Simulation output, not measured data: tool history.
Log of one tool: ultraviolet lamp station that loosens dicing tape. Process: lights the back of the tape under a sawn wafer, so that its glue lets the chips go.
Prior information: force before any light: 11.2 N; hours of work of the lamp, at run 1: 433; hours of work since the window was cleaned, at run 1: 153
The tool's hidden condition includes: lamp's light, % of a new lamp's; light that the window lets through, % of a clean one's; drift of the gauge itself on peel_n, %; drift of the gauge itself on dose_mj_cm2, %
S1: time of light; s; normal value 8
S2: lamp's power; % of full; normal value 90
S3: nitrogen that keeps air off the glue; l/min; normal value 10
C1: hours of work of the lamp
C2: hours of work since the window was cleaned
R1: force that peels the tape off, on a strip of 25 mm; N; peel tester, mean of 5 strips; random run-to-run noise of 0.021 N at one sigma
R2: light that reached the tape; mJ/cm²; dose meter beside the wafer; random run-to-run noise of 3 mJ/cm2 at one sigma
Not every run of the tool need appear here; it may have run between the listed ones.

| run | hour | S1 | S2 | S3 | C1 | C2 | R1 | R2 |
|---|---|---|---|---|---|---|---|---|
| 1 | 0 | 8 | 90 | 10 | 433 | 153 | 1.419 | 377 |
| 2 | 58.3 | 8 | 90 | 10 | 460 | 180 | 1.417 | 376 |
| 3 | 97.3 | 8 | 90 | 10 | 477 | 198 | 1.537 | 363 |
| 4 | 168.4 | 8 | 90 | 5 | 510 | 231 | 2.475 | 364 |
|  | 197.7 | window cleaned of glue's vapour |
| 5 | 242.9 | 8 | 90 | 5 | 544 | 21 | 2.516 | 346 |
| 6 | 307.6 | 8 | 64 | 10 | 574 | 50 | 2.902 | 248 |
| 7 | 347.3 | 8 | 64 | 10 | 592 | 69 | 2.925 | 241 |
| 8 | 388.1 | 8 | 90 | 10 | 610 | 87 | 1.711 | 338 |
| 9 | 434.8 | 8 | 90 | 10 | 632 | 109 | 1.766 | 334 |
| 10 | 497.7 | 8 | 90 | 10 | 661 | 137 | 1.767 | 328 |
|  | 547.2 | window cleaned of glue's vapour, once more |
| 11 | 568.4 | 8 | 90 | 20 | 693 | 10 | 0.894 | 363 |
| 12 | 636.9 | 8 | 90 | 20 | 724 | 41 | 0.977 | 356 |
| 13 | 670.6 | 6 | 90 | 10 | 740 | 57 | 2.618 | 266 |
| 14 | 712.9 | 6 | 90 | 10 | 759 | 76 | 2.613 | 266 |
| 15 | 778.1 | 6 | 90 | 4 | 789 | 106 | 4.112 | 263 |
| 16 | 836.7 | 6 | 90 | 4 | 816 | 133 | 4.158 | 258 |
| 17 | 885.4 | 6 | 90 | 4 | 838 | 155 | 4.109 | 256 |
| 18 | 928.1 | 6 | 90 | 4 | 858 | 175 | 4.213 | 253 |
| 19 | 963 | 8 | 66 | 10 | 874 | 191 | 2.854 | 242 |
| 20 | 1033.9 | 8 | 66 | 10 | 906 | 223 | 2.969 | 242 |
|  | 1077.5 | window cleaned of glue's vapour |
| 21 | 1096.5 | 8 | 66 | 10 | 935 | 9 | 2.799 | 249 |
| 22 | 1160.7 | 8 | 66 | 10 | 964 | 38 | 2.87 | 245 |
| 23 | 1221.7 | 8 | 66 | 10 | 992 | 66 | 2.913 | 242 |
| 24 | 1269 | 8 | 90 | 8 | 1014 | 88 | 2.091 | 324 |
| 25 | 1322.8 | 9 | 96 | 19 | 1038 | 112 | 0.868 | 381 |
| 26 | 1357.2 | 6 | 61 | 10 | 1054 | 128 | 4.573 | 161 |
| 27 | 1414.3 | 6 | 61 | 10 | 1080 | 154 | 4.631 | 158 |
| 28 | 1460.2 | 6 | 61 | 10 | 1101 | 175 | 4.689 | 160 |
| 29 | 1512.5 | 15 | 96 | 5 | 1125 | 199 | 0.93 | 614 |
| 30 | 1584.4 | 15 | 96 | 5 | 1158 | 232 | 1.002 | 596 |
|  | 1609 | window cleaned of glue's vapour |
| 31 | 1619.8 | 7 | 87 | 19 | 1174 | 5 | 1.857 | 265 |
| 32 | 1662.3 | 7 | 87 | 19 | 1194 | 24 | 1.857 | 263 |
| 33 | 1709.6 | 5 | 90 | 10 | 1215 | 46 | 3.842 | 190 |
| 34 | 1760.4 | 5 | 61 | 5 | 1239 | 69 | 6.844 | 129 |
| 35 | 1808.1 | 5 | 61 | 5 | 1261 | 91 | 6.48 | 123 |
| 36 | 1853.2 | 5 | 61 | 5 | 1281 | 112 | 6.537 | 126 |
| 37 | 1918.2 | 7 | 83 | 14 | 1311 | 142 | 2.511 | 236 |
| 38 | 1991.3 | 7 | 74 | 3 | 1345 | 175 | 5.437 | 204 |
| 39 | 2031.9 | 7 | 74 | 3 | 1363 | 194 | 5.65 | 203 |
| 40 | 2066.4 | 7 | 74 | 3 | 1379 | 210 | 5.621 | 205 |
| 41 | 2121 | 7 | 74 | 3 | 1404 | 235 | 5.677 | 198 |
|  | 2140.8 | window cleaned of glue's vapour |
| 42 | 2160.6 | 11 | 88 | 9 | 1422 | 9 | 1.379 | 390 |
| 43 | 2208.4 | 8 | 89 | 7 | 1444 | 31 | 2.857 | 287 |

Here are 4 independent what-if runs from the current tool condition. What would each one return?
| A | 2243.7 | 8 | 90 | 4 | 1460 | 47 | ? | ? |
| B | 2243.7 | 5 | 79 | 7 | 1460 | 47 | ? | ? |
| C | 2243.7 | 8 | 80 | 16 | 1460 | 47 | ? | ? |
| D | 2243.7 | 10 | 65 | 9 | 1460 | 47 | ? | ? |

| run | R1 | R2 |
|---|---|---|
| A | 3.694 | 284 |
| B | 5.178 | 157 |
| C | 2.174 | 254 |
| D | 2.881 | 259 |
Without the tool's hidden state the same runs would have given:
| run | R1 | R2 |
|---|---|---|
| A | 2.092 | 437 |
| B | 3.459 | 242 |
| C | 0.952 | 391 |
| D | 1.421 | 399 |
